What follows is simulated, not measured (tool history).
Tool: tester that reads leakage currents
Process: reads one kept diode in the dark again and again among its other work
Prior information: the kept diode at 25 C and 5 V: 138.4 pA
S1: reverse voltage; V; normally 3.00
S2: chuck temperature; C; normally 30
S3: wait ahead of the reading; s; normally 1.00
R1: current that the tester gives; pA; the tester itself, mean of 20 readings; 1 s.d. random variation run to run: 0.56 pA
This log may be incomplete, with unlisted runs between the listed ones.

run	hour	S1	S2	S3	R1
1	0.0	3.00	30	1.00	187.60
2	141.6	3.00	30	1.00	186.34
3	230.6	3.00	30	1.00	186.93
4	322.5	3.00	30	1.00	187.12
5	484.9	3.00	30	1.00	186.97
6	578.5	3.00	30	1.89	187.26
7	678.8	3.00	30	1.00	186.52
# hour 744.5: chuck's temperature calibrated
8	799.6	3.00	30	1.00	186.87
9	936.6	3.00	30	1.00	188.70
10	1039.4	5.30	30	1.00	229.47
11	1157.4	5.30	28	1.00	190.06
12	1248.1	5.30	28	1.00	189.19
13	1383.2	3.00	30	1.00	188.03
14	1528.4	3.00	30	1.00	187.35
15	1643.8	3.00	30	1.00	186.56
16	1720.5	3.00	30	1.00	187.40
17	1795.4	3.00	30	1.00	186.06
18	1872.4	3.00	30	1.00	186.51
# hour 1911.2: chuck's temperature calibrated
19	1947.9	3.00	30	1.00	187.88
20	2084.6	3.00	30	1.00	187.56
21	2197.7	3.00	45	1.00	721.04
22	2305.7	1.04	58	1.00	1453.34
23	2433.7	13.42	30	1.00	321.03
24	2558.2	13.42	30	1.00	319.89
25	2675.5	12.66	48	0.31	1553.72
26	2806.2	12.66	48	0.31	1548.38
27	2956.0	17.62	36	0.36	619.16
# hour 3069.7: chuck's temperature calibrated
28	3116.7	17.62	36	0.36	616.91

Run 29 is up next; what results do you expect?
29	3237.3	17.62	36	0.36	?

{"run 29": {"R1": 619.94}}
The same run, on a tool lacking any hidden state, would have yielded R1 620.22 pA.

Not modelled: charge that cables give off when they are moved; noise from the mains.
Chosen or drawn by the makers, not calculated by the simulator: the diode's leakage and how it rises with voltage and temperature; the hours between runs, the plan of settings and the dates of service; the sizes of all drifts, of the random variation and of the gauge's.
